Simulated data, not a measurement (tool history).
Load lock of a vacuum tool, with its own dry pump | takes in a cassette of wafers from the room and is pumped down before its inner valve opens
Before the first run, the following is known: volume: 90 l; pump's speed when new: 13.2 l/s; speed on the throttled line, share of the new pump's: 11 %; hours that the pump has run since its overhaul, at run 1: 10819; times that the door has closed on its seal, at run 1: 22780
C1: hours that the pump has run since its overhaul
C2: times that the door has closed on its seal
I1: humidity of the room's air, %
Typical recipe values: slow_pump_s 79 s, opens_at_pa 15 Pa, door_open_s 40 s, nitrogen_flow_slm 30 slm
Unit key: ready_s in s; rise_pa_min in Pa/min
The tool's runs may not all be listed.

run 1 day=0 | slow_pump_s=79 opens_at_pa=15 door_open_s=40 nitrogen_flow_slm=30 | C1=10819 C2=22780 | I1=40.6 | ready_s=140.2 rise_pa_min=0.075
run 2 day=9.4 | slow_pump_s=79 opens_at_pa=15 door_open_s=40 nitrogen_flow_slm=30 | C1=11045 C2=23486 | I1=44.1 | ready_s=139.3 rise_pa_min=0.075
run 3 day=15.221 | slow_pump_s=79 opens_at_pa=15 door_open_s=40 nitrogen_flow_slm=30 | C1=11185 C2=23924 | I1=41.4 | ready_s=139.1 rise_pa_min=0.075
run 4 day=23.938 | slow_pump_s=79 opens_at_pa=15 door_open_s=40 nitrogen_flow_slm=30 | C1=11394 C2=24579 | I1=45.5 | ready_s=139.9 rise_pa_min=0.085
run 5 day=32.233 | slow_pump_s=79 opens_at_pa=23 door_open_s=40 nitrogen_flow_slm=30 | C1=11593 C2=25203 | I1=46.1 | ready_s=137 rise_pa_min=0.085
run 6 day=43.696 | slow_pump_s=79 opens_at_pa=15 door_open_s=40 nitrogen_flow_slm=30 | C1=11868 C2=26064 | I1=45.9 | ready_s=142.5 rise_pa_min=0.089
run 7 day=50.792 | slow_pump_s=79 opens_at_pa=15 door_open_s=40 nitrogen_flow_slm=30 | C1=12038 C2=26598 | I1=43.1 | ready_s=141.4 rise_pa_min=0.085
run 8 day=58.046 | slow_pump_s=79 opens_at_pa=15 door_open_s=40 nitrogen_flow_slm=30 | C1=12213 C2=27143 | I1=44.5 | ready_s=141.8 rise_pa_min=0.089
run 9 day=64.671 | slow_pump_s=47 opens_at_pa=15 door_open_s=40 nitrogen_flow_slm=30 | C1=12372 C2=27641 | I1=46.8 | ready_s=114.2 rise_pa_min=0.093
run 10 day=72.988 | slow_pump_s=70 opens_at_pa=15 door_open_s=40 nitrogen_flow_slm=30 | C1=12571 C2=28266 | I1=45.6 | ready_s=133.2 rise_pa_min=0.104
run 11 day=81.629 | slow_pump_s=70 opens_at_pa=15 door_open_s=40 nitrogen_flow_slm=30 | C1=12779 C2=28916 | I1=44.7 | ready_s=134.7 rise_pa_min=0.102
run 12 day=93.371 | slow_pump_s=70 opens_at_pa=28 door_open_s=40 nitrogen_flow_slm=30 | C1=13060 C2=29799 | I1=41.4 | ready_s=128 rise_pa_min=0.105
run 13 day=99.429 | slow_pump_s=70 opens_at_pa=28 door_open_s=40 nitrogen_flow_slm=30 | C1=13206 C2=30254 | I1=40.9 | ready_s=127.6 rise_pa_min=0.108
run 14 day=110.554 | slow_pump_s=79 opens_at_pa=15 door_open_s=40 nitrogen_flow_slm=30 | C1=13473 C2=31090 | I1=44.3 | ready_s=143.5 rise_pa_min=0.111
run 15 day=116.888 | slow_pump_s=79 opens_at_pa=15 door_open_s=36 nitrogen_flow_slm=30 | C1=13625 C2=31566 | I1=40.1 | ready_s=145.2 rise_pa_min=0.111
run 16 day=125.775 | slow_pump_s=79 opens_at_pa=15 door_open_s=40 nitrogen_flow_slm=30 | C1=13838 C2=32235 | I1=44.6 | ready_s=143.2 rise_pa_min=0.114
run 17 day=136.629 | slow_pump_s=79 opens_at_pa=15 door_open_s=40 nitrogen_flow_slm=30 | C1=14099 C2=33050 | I1=46.4 | ready_s=144.3 rise_pa_min=0.116
run 18 day=142.242 | slow_pump_s=153 opens_at_pa=15 door_open_s=40 nitrogen_flow_slm=30 | C1=14233 C2=33472 | I1=45.3 | ready_s=206.8 rise_pa_min=0.12
-- day=150.421 dry pump taken out, an overhauled one fitted
run 19 day=150.675 | slow_pump_s=153 opens_at_pa=15 door_open_s=40 nitrogen_flow_slm=30 | C1=6 C2=34088 | I1=45.2 | ready_s=200.3 rise_pa_min=0.126
run 20 day=156.146 | slow_pump_s=153 opens_at_pa=15 door_open_s=40 nitrogen_flow_slm=30 | C1=137 C2=34499 | I1=45.1 | ready_s=197.8 rise_pa_min=0.128
run 21 day=167.988 | slow_pump_s=133 opens_at_pa=26 door_open_s=214 nitrogen_flow_slm=36 | C1=422 C2=35389 | I1=49.4 | ready_s=177.3 rise_pa_min=0.156
run 22 day=174.442 | slow_pump_s=50 opens_at_pa=21 door_open_s=45 nitrogen_flow_slm=38 | C1=577 C2=35874 | I1=39.9 | ready_s=105.4 rise_pa_min=0.137
run 23 day=179.738 | slow_pump_s=79 opens_at_pa=15 door_open_s=40 nitrogen_flow_slm=9 | C1=704 C2=36272 | I1=43.3 | ready_s=132.1 rise_pa_min=0.143
run 24 day=187.129 | slow_pump_s=40 opens_at_pa=11 door_open_s=42 nitrogen_flow_slm=14 | C1=881 C2=36828 | I1=43.2 | ready_s=100.6 rise_pa_min=0.147
run 25 day=193.654 | slow_pump_s=79 opens_at_pa=14 door_open_s=40 nitrogen_flow_slm=30 | C1=1038 C2=37318 | I1=46.1 | ready_s=131.2 rise_pa_min=0.143
run 26 day=201.017 | slow_pump_s=79 opens_at_pa=14 door_open_s=40 nitrogen_flow_slm=30 | C1=1214 C2=37872 | I1=44 | ready_s=133.4 rise_pa_min=0.143
run 27 day=213.004 | slow_pump_s=55 opens_at_pa=13 door_open_s=109 nitrogen_flow_slm=6 | C1=1502 C2=38773 | I1=42.4 | ready_s=112.1 rise_pa_min=0.17
run 28 day=220.988 | slow_pump_s=146 opens_at_pa=10 door_open_s=105 nitrogen_flow_slm=12 | C1=1694 C2=39373 | I1=46.3 | ready_s=196 rise_pa_min=0.172
run 29 day=229.9 | slow_pump_s=146 opens_at_pa=10 door_open_s=105 nitrogen_flow_slm=12 | C1=1908 C2=40043 | I1=48.2 | ready_s=196.1 rise_pa_min=0.173
run 30 day=241.433 | slow_pump_s=146 opens_at_pa=10 door_open_s=105 nitrogen_flow_slm=12 | C1=2184 C2=40910 | I1=42.3 | ready_s=197.6 rise_pa_min=0.175
run 31 day=248.442 | slow_pump_s=93 opens_at_pa=15 door_open_s=40 nitrogen_flow_slm=7 | C1=2352 C2=41437 | I1=42.5 | ready_s=148.2 rise_pa_min=0.168
run 32 day=261.171 | slow_pump_s=79 opens_at_pa=15 door_open_s=40 nitrogen_flow_slm=5 | C1=2658 C2=42394 | I1=46.2 | ready_s=134.2 rise_pa_min=0.172
run 33 day=273.708 | slow_pump_s=79 opens_at_pa=15 door_open_s=40 nitrogen_flow_slm=5 | C1=2959 C2=43336 | I1=47.5 | ready_s=133.5 rise_pa_min=0.178
run 34 day=280.279 | slow_pump_s=79 opens_at_pa=13 door_open_s=47 nitrogen_flow_slm=30 | C1=3117 C2=43831 | I1=44.2 | ready_s=135.5 rise_pa_min=0.174
run 35 day=288.462 | slow_pump_s=79 opens_at_pa=15 door_open_s=40 nitrogen_flow_slm=24 | C1=3313 C2=44446 | I1=43 | ready_s=134.3 rise_pa_min=0.184
run 36 day=293.871 | slow_pump_s=83 opens_at_pa=15 door_open_s=59 nitrogen_flow_slm=44 | C1=3443 C2=44852 | I1=42.6 | ready_s=139.6 rise_pa_min=0.192
run 37 day=299.721 | slow_pump_s=83 opens_at_pa=15 door_open_s=59 nitrogen_flow_slm=44 | C1=3583 C2=45292 | I1=45.7 | ready_s=139.2 rise_pa_min=0.193

Here are 4 independent what-if runs from the current tool condition. What would each one return?
run A day=312.392 | slow_pump_s=79 opens_at_pa=25 door_open_s=40 nitrogen_flow_slm=30 | C1=3887 C2=46245 | I1=48.6 | ready_s=? rise_pa_min=?
run B day=312.392 | slow_pump_s=76 opens_at_pa=28 door_open_s=144 nitrogen_flow_slm=30 | C1=3887 C2=46245 | I1=44.2 | ready_s=? rise_pa_min=?
run C day=312.392 | slow_pump_s=40 opens_at_pa=19 door_open_s=59 nitrogen_flow_slm=14 | C1=3887 C2=46245 | I1=43.6 | ready_s=? rise_pa_min=?
run D day=312.392 | slow_pump_s=68 opens_at_pa=14 door_open_s=59 nitrogen_flow_slm=44 | C1=3887 C2=46245 | I1=41.8 | ready_s=? rise_pa_min=?

run=A ready_s=129.6 rise_pa_min=0.199
run=B ready_s=128.4 rise_pa_min=0.218
run=C ready_s=99.8 rise_pa_min=0.197
run=D ready_s=125.2 rise_pa_min=0.198
Without the tool's unlogged condition, the same runs would have read:
run=A ready_s=125.6 rise_pa_min=0.014
run=B ready_s=124.2 rise_pa_min=0.031
run=C ready_s=95.2 rise_pa_min=0.012
run=D ready_s=120.7 rise_pa_min=0.013

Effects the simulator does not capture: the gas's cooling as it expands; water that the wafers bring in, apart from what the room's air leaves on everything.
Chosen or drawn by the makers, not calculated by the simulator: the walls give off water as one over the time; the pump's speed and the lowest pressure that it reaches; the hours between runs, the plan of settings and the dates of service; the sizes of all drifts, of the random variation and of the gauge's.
